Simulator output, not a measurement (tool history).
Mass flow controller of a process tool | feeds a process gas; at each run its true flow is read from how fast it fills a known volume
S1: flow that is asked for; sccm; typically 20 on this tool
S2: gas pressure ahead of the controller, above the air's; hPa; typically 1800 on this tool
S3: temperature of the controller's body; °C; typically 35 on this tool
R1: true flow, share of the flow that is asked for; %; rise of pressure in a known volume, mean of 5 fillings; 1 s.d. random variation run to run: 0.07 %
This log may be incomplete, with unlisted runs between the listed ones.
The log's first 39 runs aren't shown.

run     hour  S1    S2  S3      R1
 40  16685.1  48  2040  23  100.51
 41  16985.7  10  1650  25   99.82
 42  17493.1   5  1800  31   99.42
 43  17788.7  12  1650  21  100.37
 44  18060.9   7  2380  35   99.44
 45  18495.8   7  2380  31   99.75
 46  18952.8  46  1860  35  100.19
     19037.6  -- controller's zero set anew
 47  19266.6  46  1860  35  100.39
 48  19640.5  46  1860  35  100.32

Here are 3 independent what-if runs from the current tool condition. What would each one return?
  A  20053.1  17  1700  35   ?
  B  20053.1  35  1860  36   ?
  C  20053.1  46  2020  39   ?

run      R1
  A   100.1
  B   100.2
  C  100.17
What these runs would have given with no unlogged condition in the tool:
run     R1
  A  98.67
  B  98.77
  C  98.74
